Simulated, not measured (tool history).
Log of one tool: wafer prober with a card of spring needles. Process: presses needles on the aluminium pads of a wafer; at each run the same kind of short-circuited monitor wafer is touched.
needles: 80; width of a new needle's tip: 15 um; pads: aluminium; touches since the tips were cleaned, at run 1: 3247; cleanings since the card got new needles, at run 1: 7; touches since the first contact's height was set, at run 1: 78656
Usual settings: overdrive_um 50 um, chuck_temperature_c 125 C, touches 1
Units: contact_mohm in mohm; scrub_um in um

| run | hour | overdrive_um | chuck_temperature_c | touches | touches since the tips were cleaned | cleanings since the card got new needles | touches since the first contact's height was set | contact_mohm | scrub_um |
|---|---|---|---|---|---|---|---|---|---|
| 1 | 0 | 50 | 125 | 1 | 3247 | 7 | 78656 | 152 | 13.49 |
|  | 10.2 | tips cleaned on abrasive film |
| 2 | 16.7 | 50 | 125 | 1 | 3789 | 8 | 88315 | 150 | 13.47 |
|  | 26.1 | tips cleaned on abrasive film |
| 3 | 31.6 | 50 | 125 | 1 | 3197 | 9 | 96967 | 152 | 13.38 |
|  | 44.1 | tips cleaned on abrasive film |
|  | 61.3 | tips cleaned on abrasive film |
| 4 | 67.6 | 50 | 125 | 1 | 3642 | 11 | 117790 | 150 | 13.44 |
|  | 79.6 | tips cleaned on abrasive film |
|  | 95 | tips cleaned on abrasive film |
| 5 | 95.7 | 50 | 125 | 1 | 415 | 13 | 134087 | 150 | 13.41 |
|  | 111.8 | tips cleaned on abrasive film |
| 6 | 126.1 | 50 | 125 | 1 | 8317 | 14 | 151707 | 151 | 13.39 |
|  | 127.9 | tips cleaned on abrasive film |
|  | 144.3 | tips cleaned on abrasive film |
| 7 | 146.5 | 50 | 125 | 1 | 1239 | 16 | 163472 | 151 | 13.39 |
|  | 161.8 | tips cleaned on abrasive film |
|  | 179.5 | tips cleaned on abrasive film |
|  | 179.8 | height of the first contact set anew |
| 8 | 180.3 | 50 | 125 | 2 | 313 | 18 | 313 | 154 | 13.33 |
|  | 196.9 | tips cleaned on abrasive film |
| 9 | 210 | 50 | 125 | 2 | 7631 | 19 | 17561 | 151 | 13.32 |
|  | 215.1 | tips cleaned on abrasive film |
| 10 | 230.2 | 42 | 125 | 1 | 8798 | 20 | 29247 | 157 | 11.2 |
|  | 233.6 | tips cleaned on abrasive film |
| 11 | 247.4 | 50 | 125 | 1 | 8057 | 21 | 39246 | 150 | 13.24 |
|  | 250.8 | tips cleaned on abrasive film |
|  | 267.4 | tips cleaned on abrasive film |
| 12 | 269.3 | 50 | 125 | 1 | 1077 | 23 | 51846 | 148 | 13.39 |
|  | 283.7 | tips cleaned on abrasive film |
| 13 | 287.6 | 50 | 125 | 1 | 2301 | 24 | 62494 | 152 | 13.32 |
|  | 299.6 | tips cleaned on abrasive film |
|  | 317 | tips cleaned on abrasive film |
| 14 | 323 | 50 | 125 | 1 | 3500 | 26 | 83010 | 149 | 13.3 |
|  | 333.6 | tips cleaned on abrasive film |
| 15 | 338.2 | 50 | 125 | 2 | 2655 | 27 | 91777 | 151 | 13.37 |
|  | 351.5 | tips cleaned on abrasive film |
| 16 | 360.4 | 50 | 125 | 2 | 5224 | 28 | 104676 | 148 | 13.15 |
|  | 369 | tips cleaned on abrasive film |
|  | 384.7 | tips cleaned on abrasive film |
| 17 | 388.6 | 50 | 125 | 2 | 2286 | 30 | 120997 | 150 | 13.28 |
|  | 400.5 | tips cleaned on abrasive film |
| 18 | 405.5 | 47 | 38 | 1 | 2946 | 31 | 130798 | 137 | 12.34 |
|  | 416.3 | tips cleaned on abrasive film |
| 19 | 427.3 | 50 | 87 | 1 | 6460 | 32 | 143444 | 144 | 13.24 |
|  | 434.5 | tips cleaned on abrasive film |
|  | 451.8 | tips cleaned on abrasive film |
| 20 | 462.7 | 36 | 125 | 1 | 6348 | 34 | 163899 | 158 | 9.5 |
|  | 467 | gauge calibrated |
|  | 467.1 | tips cleaned on abrasive film |
|  | 485.3 | tips cleaned on abrasive film |
| 21 | 493.8 | 35 | 38 | 1 | 4975 | 36 | 181944 | 146 | 9.45 |
|  | 496.4 | height of the first contact set anew |
|  | 502.1 | tips cleaned on abrasive film |
| 22 | 512.7 | 35 | 38 | 1 | 6207 | 37 | 9441 | 143 | 9.41 |
|  | 519.5 | tips cleaned on abrasive film |
|  | 536.8 | tips cleaned on abrasive film |
| 23 | 549.3 | 63 | 30 | 1 | 7313 | 39 | 30650 | 135 | 16.96 |
|  | 554.2 | tips cleaned on abrasive film |
| 24 | 565.8 | 63 | 30 | 1 | 6739 | 40 | 40176 | 131 | 16.87 |
|  | 570.4 | tips cleaned on abrasive film |
| 25 | 582.4 | 32 | 40 | 1 | 6979 | 41 | 49798 | 147 | 8.58 |
|  | 587.6 | tips cleaned on abrasive film |
|  | 604.5 | tips cleaned on abrasive film |
| 26 | 614.6 | 32 | 40 | 1 | 5882 | 43 | 68446 | 149 | 8.62 |
|  | 621.3 | tips cleaned on abrasive film |
| 27 | 635.8 | 50 | 125 | 3 | 8454 | 44 | 80731 | 153 | 13.34 |
|  | 639 | tips cleaned on abrasive film |
|  | 656.1 | tips cleaned on abrasive film |
| 28 | 661.2 | 65 | 125 | 3 | 2964 | 46 | 95430 | 147 | 17.32 |
|  | 672.5 | tips cleaned on abrasive film |
| 29 | 682.1 | 65 | 125 | 3 | 5631 | 47 | 107582 | 145 | 17.31 |
|  | 688.9 | tips cleaned on abrasive film |
| 30 | 699.7 | 32 | 62 | 2 | 6327 | 48 | 117762 | 151 | 8.51 |

Forecast each of these 4 alternatives for the next run:
|  | 704.6 | tips cleaned on abrasive film |
|  | 721.7 | tips cleaned on abrasive film |
| A | 731.4 | 31 | 64 | 3 | 5671 | 50 | 136098 | ? | ? |
|  | 704.6 | tips cleaned on abrasive film |
|  | 721.7 | tips cleaned on abrasive film |
| B | 731.4 | 33 | 84 | 1 | 5671 | 50 | 136098 | ? | ? |
|  | 704.6 | tips cleaned on abrasive film |
|  | 721.7 | tips cleaned on abrasive film |
| C | 731.4 | 32 | 37 | 1 | 5671 | 50 | 136098 | ? | ? |
|  | 704.6 | tips cleaned on abrasive film |
|  | 721.7 | tips cleaned on abrasive film |
| D | 731.4 | 48 | 87 | 1 | 5671 | 50 | 136098 | ? | ? |

| run | contact_mohm | scrub_um |
|---|---|---|
| A | 153 | 8.29 |
| B | 153 | 8.8 |
| C | 146 | 8.47 |
| D | 143 | 12.76 |
Without the tool's hidden state the same runs would have given:
| run | contact_mohm | scrub_um |
|---|---|---|
| A | 152 | 8.4 |
| B | 152 | 8.92 |
| C | 145 | 8.59 |
| D | 142 | 12.93 |
